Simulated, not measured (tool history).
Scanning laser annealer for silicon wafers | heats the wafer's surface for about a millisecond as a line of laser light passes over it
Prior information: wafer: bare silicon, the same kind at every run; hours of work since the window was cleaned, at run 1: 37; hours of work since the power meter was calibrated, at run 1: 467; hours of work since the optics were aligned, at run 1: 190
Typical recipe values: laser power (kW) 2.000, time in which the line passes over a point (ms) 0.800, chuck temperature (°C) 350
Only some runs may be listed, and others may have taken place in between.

run	hour	laser power (kW)	time in which the line passes over a point (ms)	chuck temperature (°C)	hours of work since the window was cleaned	hours of work since the power meter was calibrated	hours of work since the optics were aligned	highest temperature of the surface (°C)
1	0.0	2.000	0.800	350	37	467	190	1098
2	15.6	2.000	0.800	350	49	479	202	1098
3	35.6	2.036	0.800	350	64	494	217	1115
4	59.1	2.036	0.691	350	82	512	236	1064
5	81.5	2.036	0.691	350	99	530	253	1063
6	93.5	2.039	0.800	350	109	539	262	1108
7	112.9	2.158	0.800	350	124	554	277	1158
8	128.5	2.158	0.800	350	136	566	289	1156
9	145.5	1.715	0.800	350	149	579	302	967
10	163.7	1.971	0.637	328	163	593	316	980
# hour 168.9: laser's power meter calibrated
11	178.8	1.971	0.637	328	172	8	326	982
12	194.0	2.002	0.671	350	184	19	337	1030
13	205.8	2.010	0.800	357	193	28	347	1093
14	229.8	2.010	0.800	357	212	47	365	1093
15	253.3	2.010	0.800	357	230	65	383	1088

Selected run-to-run steps in highest temperature of the surface (°C), each split into two signed amounts: the part the tool would show with no hidden state at all (from settings, incoming material and random variation), and the remainder, which goes to the hidden state together with any gauge scatter not common to the measured and the hidden-state-free results:
Hidden conditions of the tool in this case: light that passes the window, % of a clean one's; laser's true power over the reading, %; width of the line over the set one, %; drift of the gauge itself on peak_c, C.
Run 6 -> 7: laser power (kW) 2.039 -> 2.158. highest temperature of the surface (°C) +50: hidden state -3, all else +53.
Run 8 -> 9: laser power (kW) 2.158 -> 1.715. highest temperature of the surface (°C) -189: hidden state +3, all else -192.
